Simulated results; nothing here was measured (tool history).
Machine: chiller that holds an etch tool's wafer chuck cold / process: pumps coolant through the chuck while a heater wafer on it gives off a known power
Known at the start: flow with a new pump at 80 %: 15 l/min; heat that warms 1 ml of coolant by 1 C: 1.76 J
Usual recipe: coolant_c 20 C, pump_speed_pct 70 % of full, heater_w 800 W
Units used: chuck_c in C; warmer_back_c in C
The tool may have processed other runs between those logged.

{"run": 1, "hour": 0.0, "coolant_c": 20, "pump_speed_pct": 70, "heater_w": 800, "chuck_c": 27.1, "warmer_back_c": 2.21}
{"run": 2, "hour": 55.1, "coolant_c": 20, "pump_speed_pct": 70, "heater_w": 800, "chuck_c": 27.08, "warmer_back_c": 2.14}
{"run": 3, "hour": 129.0, "coolant_c": 20, "pump_speed_pct": 70, "heater_w": 800, "chuck_c": 27.21, "warmer_back_c": 2.24}
{"run": 4, "hour": 173.3, "coolant_c": 20, "pump_speed_pct": 70, "heater_w": 800, "chuck_c": 27.05, "warmer_back_c": 2.21}
{"run": 5, "hour": 246.8, "coolant_c": 20, "pump_speed_pct": 70, "heater_w": 800, "chuck_c": 27.09, "warmer_back_c": 2.17}
{"run": 6, "hour": 308.1, "coolant_c": 20, "pump_speed_pct": 70, "heater_w": 800, "chuck_c": 27.05, "warmer_back_c": 2.22}
{"run": 7, "hour": 382.6, "coolant_c": 20, "pump_speed_pct": 70, "heater_w": 772, "chuck_c": 26.85, "warmer_back_c": 2.14}
{"run": 8, "hour": 429.3, "coolant_c": 20, "pump_speed_pct": 70, "heater_w": 800, "chuck_c": 27.09, "warmer_back_c": 2.25}
{"run": 9, "hour": 500.4, "coolant_c": 20, "pump_speed_pct": 70, "heater_w": 800, "chuck_c": 27.1, "warmer_back_c": 2.22}
{"run": 10, "hour": 545.6, "coolant_c": 20, "pump_speed_pct": 99, "heater_w": 800, "chuck_c": 25.8, "warmer_back_c": 1.55}
{"run": 11, "hour": 594.6, "coolant_c": 20, "pump_speed_pct": 99, "heater_w": 800, "chuck_c": 25.78, "warmer_back_c": 1.59}
{"run": 12, "hour": 647.9, "coolant_c": 20, "pump_speed_pct": 99, "heater_w": 800, "chuck_c": 25.66, "warmer_back_c": 1.6}
{"run": 13, "hour": 721.0, "coolant_c": 20, "pump_speed_pct": 70, "heater_w": 800, "chuck_c": 27.14, "warmer_back_c": 2.27}
{"run": 14, "hour": 790.4, "coolant_c": 20, "pump_speed_pct": 70, "heater_w": 800, "chuck_c": 26.98, "warmer_back_c": 2.27}
{"run": 15, "hour": 870.3, "coolant_c": 20, "pump_speed_pct": 70, "heater_w": 800, "chuck_c": 27.22, "warmer_back_c": 2.28}
{"run": 16, "hour": 924.9, "coolant_c": 20, "pump_speed_pct": 70, "heater_w": 800, "chuck_c": 27.22, "warmer_back_c": 2.22}
{"run": 17, "hour": 979.5, "coolant_c": 20, "pump_speed_pct": 70, "heater_w": 476, "chuck_c": 24.05, "warmer_back_c": 1.32}
{"run": 18, "hour": 1042.9, "coolant_c": 20, "pump_speed_pct": 88, "heater_w": 770, "chuck_c": 26.02, "warmer_back_c": 1.69}
{"run": 19, "hour": 1092.6, "coolant_c": 18, "pump_speed_pct": 75, "heater_w": 607, "chuck_c": 23.18, "warmer_back_c": 1.63}
{"hour": 1124.5, "done": "coolant changed, channels flushed"}
{"run": 20, "hour": 1133.3, "coolant_c": 20, "pump_speed_pct": 99, "heater_w": 800, "chuck_c": 24.74, "warmer_back_c": 1.54}
{"run": 21, "hour": 1176.4, "coolant_c": 24, "pump_speed_pct": 95, "heater_w": 709, "chuck_c": 28.08, "warmer_back_c": 1.47}
{"hour": 1188.8, "done": "coolant pump overhauled"}
{"run": 22, "hour": 1245.5, "coolant_c": 12, "pump_speed_pct": 95, "heater_w": 981, "chuck_c": 18.13, "warmer_back_c": 2.08}
{"run": 23, "hour": 1314.8, "coolant_c": 12, "pump_speed_pct": 95, "heater_w": 981, "chuck_c": 18.02, "warmer_back_c": 2.06}
{"run": 24, "hour": 1380.6, "coolant_c": 16, "pump_speed_pct": 65, "heater_w": 1154, "chuck_c": 25.24, "warmer_back_c": 3.63}
{"hour": 1392.9, "done": "coolant pump overhauled, once more"}
{"run": 25, "hour": 1432.3, "coolant_c": 11, "pump_speed_pct": 70, "heater_w": 800, "chuck_c": 16.53, "warmer_back_c": 2.09}
{"run": 26, "hour": 1478.7, "coolant_c": 11, "pump_speed_pct": 76, "heater_w": 646, "chuck_c": 15.15, "warmer_back_c": 1.56}
{"run": 27, "hour": 1538.9, "coolant_c": 30, "pump_speed_pct": 77, "heater_w": 1153, "chuck_c": 37.7, "warmer_back_c": 2.73}
{"run": 28, "hour": 1608.2, "coolant_c": 30, "pump_speed_pct": 77, "heater_w": 1153, "chuck_c": 37.77, "warmer_back_c": 2.75}
{"run": 29, "hour": 1644.5, "coolant_c": 19, "pump_speed_pct": 63, "heater_w": 445, "chuck_c": 22.02, "warmer_back_c": 1.24}
{"run": 30, "hour": 1711.1, "coolant_c": 25, "pump_speed_pct": 71, "heater_w": 800, "chuck_c": 30.59, "warmer_back_c": 2.06}
{"run": 31, "hour": 1749.4, "coolant_c": 25, "pump_speed_pct": 90, "heater_w": 800, "chuck_c": 29.72, "warmer_back_c": 1.61}
{"run": 32, "hour": 1794.3, "coolant_c": 25, "pump_speed_pct": 90, "heater_w": 800, "chuck_c": 29.72, "warmer_back_c": 1.64}
{"run": 33, "hour": 1859.6, "coolant_c": 18, "pump_speed_pct": 80, "heater_w": 624, "chuck_c": 22.01, "warmer_back_c": 1.42}

Below are 3 alternative next runs, each starting from the tool's condition after run 33. Predict each:
{"run": "A", "hour": 1904.6, "coolant_c": 15, "pump_speed_pct": 97, "heater_w": 897, "chuck_c": "?", "warmer_back_c": "?"}
{"run": "B", "hour": 1904.6, "coolant_c": 26, "pump_speed_pct": 68, "heater_w": 800, "chuck_c": "?", "warmer_back_c": "?"}
{"run": "C", "hour": 1904.6, "coolant_c": 21, "pump_speed_pct": 93, "heater_w": 499, "chuck_c": "?", "warmer_back_c": "?"}

run=A chuck_c=20.01 warmer_back_c=1.72
run=B chuck_c=31.78 warmer_back_c=2.19
run=C chuck_c=23.52 warmer_back_c=1.01
Stripped of hidden state, with their random variation kept, the same runs would have yielded:
run=A chuck_c=20.46 warmer_back_c=1.7
run=B chuck_c=32.23 warmer_back_c=2.16
run=C chuck_c=24.03 warmer_back_c=1

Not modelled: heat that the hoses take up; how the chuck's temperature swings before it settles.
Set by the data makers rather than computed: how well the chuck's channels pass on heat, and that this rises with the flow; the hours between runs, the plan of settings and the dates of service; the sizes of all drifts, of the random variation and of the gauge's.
